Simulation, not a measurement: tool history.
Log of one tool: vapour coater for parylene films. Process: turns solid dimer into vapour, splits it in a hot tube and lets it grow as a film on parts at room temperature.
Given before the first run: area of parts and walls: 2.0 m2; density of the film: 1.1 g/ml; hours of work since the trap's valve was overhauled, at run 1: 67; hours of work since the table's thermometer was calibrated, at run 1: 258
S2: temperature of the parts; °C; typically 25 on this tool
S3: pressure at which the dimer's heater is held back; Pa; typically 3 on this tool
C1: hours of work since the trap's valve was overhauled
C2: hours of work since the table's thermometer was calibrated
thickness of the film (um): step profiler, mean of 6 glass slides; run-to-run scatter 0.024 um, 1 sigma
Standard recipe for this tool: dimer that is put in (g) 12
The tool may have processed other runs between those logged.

{"run": 1, "hour": 0.0, "dimer that is put in (g)": 12, "S2": 25, "S3": 3, "C1": 67, "C2": 258, "thickness of the film (um)": 3.78}
{"run": 2, "hour": 19.6, "dimer that is put in (g)": 12, "S2": 25, "S3": 3, "C1": 79, "C2": 270, "thickness of the film (um)": 3.81}
{"run": 3, "hour": 34.6, "dimer that is put in (g)": 12, "S2": 25, "S3": 3, "C1": 88, "C2": 279, "thickness of the film (um)": 3.76}
{"run": 4, "hour": 43.4, "dimer that is put in (g)": 12, "S2": 25, "S3": 3, "C1": 93, "C2": 284, "thickness of the film (um)": 3.79}
{"run": 5, "hour": 59.9, "dimer that is put in (g)": 12, "S2": 25, "S3": 6.06, "C1": 103, "C2": 295, "thickness of the film (um)": 3.33}
{"run": 6, "hour": 75.1, "dimer that is put in (g)": 12, "S2": 25, "S3": 6.06, "C1": 113, "C2": 304, "thickness of the film (um)": 3.28}
{"run": 7, "hour": 90.5, "dimer that is put in (g)": 12, "S2": 25, "S3": 6.06, "C1": 122, "C2": 313, "thickness of the film (um)": 3.3}
{"run": 8, "hour": 102.1, "dimer that is put in (g)": 12, "S2": 25, "S3": 6.06, "C1": 129, "C2": 321, "thickness of the film (um)": 3.3}
{"run": 9, "hour": 112.8, "dimer that is put in (g)": 12, "S2": 25, "S3": 3, "C1": 136, "C2": 327, "thickness of the film (um)": 3.71}
{"run": 10, "hour": 130.7, "dimer that is put in (g)": 12, "S2": 25, "S3": 3, "C1": 147, "C2": 338, "thickness of the film (um)": 3.72}
{"run": 11, "hour": 148.6, "dimer that is put in (g)": 12, "S2": 25, "S3": 3, "C1": 158, "C2": 349, "thickness of the film (um)": 3.74}
{"run": 12, "hour": 163.9, "dimer that is put in (g)": 12, "S2": 25, "S3": 3, "C1": 167, "C2": 358, "thickness of the film (um)": 3.75}
{"run": 13, "hour": 173.8, "dimer that is put in (g)": 12, "S2": 25, "S3": 3, "C1": 173, "C2": 365, "thickness of the film (um)": 3.72}
{"run": 14, "hour": 186.6, "dimer that is put in (g)": 12, "S2": 25, "S3": 3, "C1": 181, "C2": 372, "thickness of the film (um)": 3.73}
{"run": 15, "hour": 201.4, "dimer that is put in (g)": 12, "S2": 25, "S3": 3.41, "C1": 190, "C2": 381, "thickness of the film (um)": 3.6}
{"run": 16, "hour": 219.5, "dimer that is put in (g)": 12, "S2": 25, "S3": 9.45, "C1": 201, "C2": 393, "thickness of the film (um)": 3.04}
{"run": 17, "hour": 232.6, "dimer that is put in (g)": 12, "S2": 25, "S3": 9.45, "C1": 209, "C2": 401, "thickness of the film (um)": 3}
{"run": 18, "hour": 250.5, "dimer that is put in (g)": 12, "S2": 25, "S3": 9.45, "C1": 220, "C2": 412, "thickness of the film (um)": 2.97}
{"run": 19, "hour": 266.5, "dimer that is put in (g)": 12, "S2": 25, "S3": 9.45, "C1": 230, "C2": 421, "thickness of the film (um)": 3}
{"run": 20, "hour": 277.7, "dimer that is put in (g)": 12, "S2": 25, "S3": 3, "C1": 237, "C2": 428, "thickness of the film (um)": 3.72}
{"run": 21, "hour": 289.1, "dimer that is put in (g)": 12, "S2": 25, "S3": 3, "C1": 244, "C2": 435, "thickness of the film (um)": 3.7}
{"run": 22, "hour": 309.8, "dimer that is put in (g)": 12, "S2": 25, "S3": 3, "C1": 257, "C2": 448, "thickness of the film (um)": 3.69}
{"run": 23, "hour": 321.9, "dimer that is put in (g)": 12, "S2": 25, "S3": 3, "C1": 264, "C2": 455, "thickness of the film (um)": 3.77}
{"run": 24, "hour": 335.7, "dimer that is put in (g)": 12, "S2": 25, "S3": 3, "C1": 273, "C2": 464, "thickness of the film (um)": 3.66}
{"run": 25, "hour": 356.2, "dimer that is put in (g)": 12, "S2": 25, "S3": 3, "C1": 285, "C2": 476, "thickness of the film (um)": 3.68}
{"run": 26, "hour": 372.9, "dimer that is put in (g)": 17, "S2": 34, "S3": 7, "C1": 296, "C2": 487, "thickness of the film (um)": 3.42}
{"run": 27, "hour": 392.0, "dimer that is put in (g)": 12, "S2": 25, "S3": 2.83, "C1": 307, "C2": 498, "thickness of the film (um)": 3.68}
{"run": 28, "hour": 404.1, "dimer that is put in (g)": 7, "S2": 21, "S3": 4.63, "C1": 315, "C2": 506, "thickness of the film (um)": 2.2}
{"run": 29, "hour": 420.0, "dimer that is put in (g)": 15, "S2": 21, "S3": 3.23, "C1": 324, "C2": 516, "thickness of the film (um)": 5.03}
{"run": 30, "hour": 431.4, "dimer that is put in (g)": 15, "S2": 21, "S3": 3.23, "C1": 331, "C2": 523, "thickness of the film (um)": 4.95}
{"run": 31, "hour": 448.5, "dimer that is put in (g)": 15, "S2": 20, "S3": 4.21, "C1": 342, "C2": 533, "thickness of the film (um)": 4.87}
{"run": 32, "hour": 466.7, "dimer that is put in (g)": 15, "S2": 20, "S3": 4.21, "C1": 353, "C2": 544, "thickness of the film (um)": 4.92}
{"run": 33, "hour": 477.7, "dimer that is put in (g)": 12, "S2": 36, "S3": 3, "C1": 360, "C2": 551, "thickness of the film (um)": 2.66}
{"run": 34, "hour": 489.9, "dimer that is put in (g)": 8, "S2": 35, "S3": 10.2, "C1": 367, "C2": 559, "thickness of the film (um)": 1.41}
{"run": 35, "hour": 500.7, "dimer that is put in (g)": 12, "S2": 25, "S3": 7.05, "C1": 374, "C2": 565, "thickness of the film (um)": 3.09}
{"run": 36, "hour": 511.0, "dimer that is put in (g)": 14, "S2": 34, "S3": 7.05, "C1": 380, "C2": 572, "thickness of the film (um)": 2.79}
{"run": 37, "hour": 519.4, "dimer that is put in (g)": 14, "S2": 34, "S3": 7.05, "C1": 385, "C2": 577, "thickness of the film (um)": 2.83}
{"run": 38, "hour": 536.6, "dimer that is put in (g)": 12, "S2": 25, "S3": 4.59, "C1": 396, "C2": 587, "thickness of the film (um)": 3.32}
{"run": 39, "hour": 554.4, "dimer that is put in (g)": 6, "S2": 28, "S3": 3, "C1": 407, "C2": 598, "thickness of the film (um)": 1.65}
{"run": 40, "hour": 572.0, "dimer that is put in (g)": 7, "S2": 21, "S3": 11.09, "C1": 418, "C2": 609, "thickness of the film (um)": 1.85}
{"run": 41, "hour": 587.0, "dimer that is put in (g)": 5, "S2": 34, "S3": 2.06, "C1": 427, "C2": 618, "thickness of the film (um)": 1.24}
{"run": 42, "hour": 598.1, "dimer that is put in (g)": 8, "S2": 30, "S3": 5.42, "C1": 434, "C2": 625, "thickness of the film (um)": 1.88}
{"run": 43, "hour": 610.6, "dimer that is put in (g)": 6, "S2": 37, "S3": 8.39, "C1": 441, "C2": 633, "thickness of the film (um)": 1.05}
{"run": 44, "hour": 619.3, "dimer that is put in (g)": 12, "S2": 26, "S3": 10.88, "C1": 447, "C2": 638, "thickness of the film (um)": 2.73}
{"run": 45, "hour": 629.3, "dimer that is put in (g)": 10, "S2": 27, "S3": 3.35, "C1": 453, "C2": 644, "thickness of the film (um)": 2.78}
{"run": 46, "hour": 638.6, "dimer that is put in (g)": 9, "S2": 26, "S3": 9.14, "C1": 459, "C2": 650, "thickness of the film (um)": 2.12}
{"run": 47, "hour": 659.0, "dimer that is put in (g)": 8, "S2": 23, "S3": 2.18, "C1": 471, "C2": 662, "thickness of the film (um)": 2.7}

Predict each of these 4 candidate next runs independently; none follows another, all start after run 47:
{"run": "A", "hour": 677.8, "dimer that is put in (g)": 12, "S2": 23, "S3": 6.41, "C1": 483, "C2": 674, "thickness of the film (um)": "?"}
{"run": "B", "hour": 677.8, "dimer that is put in (g)": 6, "S2": 35, "S3": 3.34, "C1": 483, "C2": 674, "thickness of the film (um)": "?"}
{"run": "C", "hour": 677.8, "dimer that is put in (g)": 13, "S2": 19, "S3": 7.13, "C1": 483, "C2": 674, "thickness of the film (um)": "?"}
{"run": "D", "hour": 677.8, "dimer that is put in (g)": 21, "S2": 20, "S3": 3, "C1": 483, "C2": 674, "thickness of the film (um)": "?"}

run=A thickness_of_the_film_(um)=3.27
run=B thickness_of_the_film_(um)=1.31
run=C thickness_of_the_film_(um)=3.89
run=D thickness_of_the_film_(um)=7.09
Without the tool's hidden state the same runs would have given:
run=A thickness_of_the_film_(um)=3.55
run=B thickness_of_the_film_(um)=1.43
run=C thickness_of_the_film_(um)=4.23
run=D thickness_of_the_film_(um)=7.71

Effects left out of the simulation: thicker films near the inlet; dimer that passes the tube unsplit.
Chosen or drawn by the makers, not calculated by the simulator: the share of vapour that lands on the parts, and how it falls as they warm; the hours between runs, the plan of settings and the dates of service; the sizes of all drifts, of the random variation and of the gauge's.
